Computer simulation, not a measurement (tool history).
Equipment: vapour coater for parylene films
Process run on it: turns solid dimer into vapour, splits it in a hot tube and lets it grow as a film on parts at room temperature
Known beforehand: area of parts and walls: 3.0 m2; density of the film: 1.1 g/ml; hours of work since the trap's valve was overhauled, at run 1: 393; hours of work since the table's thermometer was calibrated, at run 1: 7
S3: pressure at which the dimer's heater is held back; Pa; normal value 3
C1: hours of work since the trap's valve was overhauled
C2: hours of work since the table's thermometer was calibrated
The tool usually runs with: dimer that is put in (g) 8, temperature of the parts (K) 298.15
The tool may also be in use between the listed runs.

{"run": 1, "hour": 0.0, "dimer that is put in (g)": 8, "temperature of the parts (K)": 298.15, "S3": 3, "C1": 393, "C2": 7, "thickness of the film (nm)": 1200}
{"hour": 8.4, "done": "trap's valve overhauled"}
{"run": 2, "hour": 24.3, "dimer that is put in (g)": 8, "temperature of the parts (K)": 298.15, "S3": 3, "C1": 14, "C2": 25, "thickness of the film (nm)": 1177}
{"run": 3, "hour": 36.5, "dimer that is put in (g)": 8, "temperature of the parts (K)": 298.15, "S3": 3, "C1": 25, "C2": 36, "thickness of the film (nm)": 1181}
{"run": 4, "hour": 52.4, "dimer that is put in (g)": 8, "temperature of the parts (K)": 298.15, "S3": 3, "C1": 39, "C2": 50, "thickness of the film (nm)": 1166}
{"run": 5, "hour": 77.6, "dimer that is put in (g)": 10, "temperature of the parts (K)": 298.15, "S3": 3, "C1": 61, "C2": 72, "thickness of the film (nm)": 1455}
{"hour": 90.1, "done": "trap's valve overhauled, once more"}
{"run": 6, "hour": 104.8, "dimer that is put in (g)": 6, "temperature of the parts (K)": 298.15, "S3": 3, "C1": 13, "C2": 93, "thickness of the film (nm)": 979}
{"run": 7, "hour": 118.9, "dimer that is put in (g)": 6, "temperature of the parts (K)": 298.15, "S3": 3, "C1": 26, "C2": 106, "thickness of the film (nm)": 976}
{"run": 8, "hour": 141.5, "dimer that is put in (g)": 8, "temperature of the parts (K)": 298.15, "S3": 3, "C1": 46, "C2": 125, "thickness of the film (nm)": 1300}
{"run": 9, "hour": 157.4, "dimer that is put in (g)": 9, "temperature of the parts (K)": 298.15, "S3": 3, "C1": 60, "C2": 140, "thickness of the film (nm)": 1432}
{"run": 10, "hour": 183.9, "dimer that is put in (g)": 9, "temperature of the parts (K)": 298.15, "S3": 3, "C1": 83, "C2": 163, "thickness of the film (nm)": 1439}
{"run": 11, "hour": 195.9, "dimer that is put in (g)": 5, "temperature of the parts (K)": 295.15, "S3": 6.15, "C1": 94, "C2": 174, "thickness of the film (nm)": 707}
{"run": 12, "hour": 208.8, "dimer that is put in (g)": 14, "temperature of the parts (K)": 295.15, "S3": 6.15, "C1": 105, "C2": 185, "thickness of the film (nm)": 1995}
{"run": 13, "hour": 224.3, "dimer that is put in (g)": 7, "temperature of the parts (K)": 292.15, "S3": 3, "C1": 119, "C2": 199, "thickness of the film (nm)": 1249}
{"run": 14, "hour": 235.5, "dimer that is put in (g)": 3, "temperature of the parts (K)": 300.15, "S3": 2.01, "C1": 129, "C2": 209, "thickness of the film (nm)": 504}
{"run": 15, "hour": 259.0, "dimer that is put in (g)": 5, "temperature of the parts (K)": 300.15, "S3": 2.01, "C1": 150, "C2": 230, "thickness of the film (nm)": 835}
{"run": 16, "hour": 275.4, "dimer that is put in (g)": 8, "temperature of the parts (K)": 298.15, "S3": 8.68, "C1": 164, "C2": 244, "thickness of the film (nm)": 968}
{"run": 17, "hour": 286.8, "dimer that is put in (g)": 8, "temperature of the parts (K)": 298.15, "S3": 8.68, "C1": 174, "C2": 254, "thickness of the film (nm)": 971}

Consider 5 possible next runs. They are alternatives, not a sequence: every one starts from the tool as it was left by run 17. What does each give?
{"run": "A", "hour": 308.6, "dimer that is put in (g)": 4, "temperature of the parts (K)": 304.15, "S3": 3, "C1": 194, "C2": 274, "thickness of the film (nm)": "?"}
{"run": "B", "hour": 308.6, "dimer that is put in (g)": 4, "temperature of the parts (K)": 298.15, "S3": 3, "C1": 194, "C2": 274, "thickness of the film (nm)": "?"}
{"run": "C", "hour": 308.6, "dimer that is put in (g)": 8, "temperature of the parts (K)": 298.15, "S3": 11.5, "C1": 194, "C2": 274, "thickness of the film (nm)": "?"}
{"run": "D", "hour": 308.6, "dimer that is put in (g)": 8, "temperature of the parts (K)": 306.15, "S3": 4.39, "C1": 194, "C2": 274, "thickness of the film (nm)": "?"}
{"run": "E", "hour": 308.6, "dimer that is put in (g)": 7, "temperature of the parts (K)": 307.15, "S3": 2.34, "C1": 194, "C2": 274, "thickness of the film (nm)": "?"}

run=A thickness_of_the_film_(nm)=553
run=B thickness_of_the_film_(nm)=631
run=C thickness_of_the_film_(nm)=905
run=D thickness_of_the_film_(nm)=983
run=E thickness_of_the_film_(nm)=984
Without the tool's unlogged condition, the same runs would have read:
run=A thickness_of_the_film_(nm)=576
run=B thickness_of_the_film_(nm)=656
run=C thickness_of_the_film_(nm)=943
run=D thickness_of_the_film_(nm)=1024
run=E thickness_of_the_film_(nm)=1024
